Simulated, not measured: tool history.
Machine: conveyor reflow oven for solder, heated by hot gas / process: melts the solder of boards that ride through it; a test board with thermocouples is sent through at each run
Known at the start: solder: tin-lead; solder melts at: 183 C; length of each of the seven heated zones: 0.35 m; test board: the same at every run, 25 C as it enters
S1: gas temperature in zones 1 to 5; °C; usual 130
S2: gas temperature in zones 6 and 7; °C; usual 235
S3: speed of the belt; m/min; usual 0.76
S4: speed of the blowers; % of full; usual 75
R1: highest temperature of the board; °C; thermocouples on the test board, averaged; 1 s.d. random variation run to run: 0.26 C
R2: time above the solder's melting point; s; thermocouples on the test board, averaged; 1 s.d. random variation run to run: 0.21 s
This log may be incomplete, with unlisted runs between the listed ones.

Run 1, hour 0: usual settings. Result: R1 214.9 °C, R2 37.9 s.
Run 2, hour 8.7: usual settings. Result: R1 215.2 °C, R2 37.9 s.
Run 3, hour 14.6: usual settings. Result: R1 215.3 °C, R2 37.9 s.
Run 4, hour 21.5: usual settings but S1 125 °C. Result: R1 214 °C, R2 36.4 s.
Run 5, hour 27.7: usual settings but S1 125 °C. Result: R1 213.6 °C, R2 36.2 s.
Run 6, hour 33.4: usual settings. Result: R1 215.4 °C, R2 37.9 s.
Run 7, hour 43: usual settings but S1 128 °C. Result: R1 214.6 °C, R2 37.2 s.
Run 8, hour 49.9: usual settings but S1 128 °C, S4 68 % of full. Result: R1 212.4 °C, R2 35 s.
Run 9, hour 54.9: usual settings but S1 128 °C, S4 68 % of full. Result: R1 212.1 °C, R2 35.1 s.
Run 10, hour 60.3: usual settings but S1 128 °C, S4 68 % of full. Result: R1 211.7 °C, R2 35.1 s.
Run 11, hour 66: usual settings. Result: R1 215.2 °C, R2 37.9 s.
Run 12, hour 75.4: usual settings. Result: R1 215.1 °C, R2 38.2 s.
Run 13, hour 83.2: usual settings. Result: R1 214.8 °C, R2 37.7 s.
Run 14, hour 89: usual settings. Result: R1 215.3 °C, R2 37.8 s.
Run 15, hour 97.5: usual settings. Result: R1 214.6 °C, R2 37.7 s.
Run 16, hour 105.3: usual settings but S1 125 °C, S3 0.775 m/min, S4 63 % of full. Result: R1 208.8 °C, R2 30.4 s.
Run 17, hour 109.5: usual settings but S1 116 °C, S2 249 °C, S3 0.639 m/min. Result: R1 231.1 °C, R2 52.1 s.
Run 18, hour 115.4: usual settings but S1 139 °C, S3 0.774 m/min, S4 83 % of full. Result: R1 218.8 °C, R2 41.5 s.
Run 19, hour 123.4: usual settings but S1 139 °C, S2 228 °C, S3 0.89 m/min, S4 83 % of full. Result: R1 208 °C, R2 29.9 s.
Run 20, hour 131.7: usual settings but S1 125 °C, S2 239 °C, S3 0.738 m/min, S4 61 % of full. Result: R1 212.1 °C, R2 35.5 s.
Run 21, hour 141.3: usual settings but S1 139 °C, S3 0.893 m/min, S4 62 % of full. Result: R1 205 °C, R2 25.9 s.
Run 22, hour 145.7: usual settings but S1 139 °C, S2 226 °C, S3 0.786 m/min, S4 62 % of full. Result: R1 203.2 °C, R2 29.1 s.
Run 23, hour 151.4: usual settings but S2 245 °C, S3 0.687 m/min. Result: R1 226.7 °C, R2 48.9 s.
Run 24, hour 159.5: usual settings but S2 245 °C, S3 0.687 m/min. Result: R1 226.9 °C, R2 49.1 s.
Run 25, hour 167.9: usual settings but S2 245 °C, S3 0.687 m/min. Result: R1 227 °C, R2 48.9 s.
Run 26, hour 177.4: usual settings but S2 245 °C, S3 0.687 m/min. Result: R1 226.6 °C, R2 49.3 s.
Run 27, hour 184.1: usual settings but S4 58 % of full. Result: R1 207.6 °C, R2 31.5 s.
Run 28, hour 193.4: usual settings but S1 129 °C, S3 0.68 m/min, S4 68 % of full. Result: R1 215.7 °C, R2 43.3 s.
Run 29, hour 201: usual settings but S2 229 °C, S3 0.641 m/min. Result: R1 215 °C, R2 46.2 s.
Run 30, hour 209.8: usual settings but S2 229 °C, S3 0.641 m/min, S4 72 % of full. Result: R1 214 °C, R2 45.3 s.

Results for each run, recomputed without the tool's hidden state and with each run's random variation untouched:
Hidden state at play: heat that the gas passes to the board, % of a clean oven's; belt's true speed, % of the reading; true gas temperature in zones 6 and 7 over the reading, C; drift of the gauge itself on peak_c, C; drift of the gauge itself on liquid_s, %.
run     R1    R2
  1  215.5  38.2
  2  215.9  38.2
  3    216  38.2
  4  214.7  36.8
  5  214.4  36.7
  6  216.1  38.3
  7  215.4  37.6
  8  213.2  35.5
  9  212.9  35.7
 10  212.5  35.6
 11  216.1  38.4
 12    216  38.7
 13  215.7  38.3
 14  216.2  38.3
 15  215.6  38.3
 16  209.8  31.1
 17  232.1  52.3
 18  219.8  41.9
 19  209.1  30.8
 20  213.1  36.1
 21  206.1  26.7
 22    204    30
 23  227.8  49.2
 24    228  49.5
 25  228.1  49.3
 26  227.8  49.7
 27  208.6  32.3
 28  216.7  43.9
 29    216  46.8
 30    215    46
